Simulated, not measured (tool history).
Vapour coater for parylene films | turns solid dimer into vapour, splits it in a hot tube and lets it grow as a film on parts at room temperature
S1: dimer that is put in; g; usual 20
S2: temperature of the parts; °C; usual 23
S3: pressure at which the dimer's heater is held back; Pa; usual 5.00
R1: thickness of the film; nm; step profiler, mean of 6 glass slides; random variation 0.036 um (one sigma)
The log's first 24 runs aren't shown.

run	hour	S1	S2	S3	R1
25	355.0	21	23	10.64	3070
26	374.5	21	18	3.38	4660
27	387.9	20	21	9.11	3220
28	405.9	25	24	5.00	4250
29	426.0	23	32	3.91	3220
30	442.7	16	23	5.00	2720
31	457.8	16	23	5.00	2720
32	470.4	16	23	5.00	2730
33	483.7	16	23	5.00	2680
34	503.1	17	23	5.00	2850
35	522.1	20	20	4.02	3890
# hour 534.1: trap's valve overhauled
36	538.5	20	20	4.02	4180
37	547.4	20	20	11.46	3340
38	556.6	24	23	4.38	4530
39	567.6	16	29	4.03	2600
40	585.0	17	26	8.39	2520
41	600.9	29	18	2.29	7270
42	620.6	29	23	5.00	5330
43	632.8	19	23	2.67	4010
44	647.0	21	23	8.55	3360
45	658.3	21	23	8.55	3330
46	672.0	21	23	8.55	3380
47	691.1	34	17	7.21	6580

Forecast each of these 3 alternatives for the next run:
A	702.4	34	35	7.21	?
B	702.4	20	23	5.00	?
C	702.4	15	29	5.00	?

run	R1
A	3960
B	3570
C	2220
Without the tool's hidden state the same runs would have given:
run	R1
A	4180
B	3760
C	2350
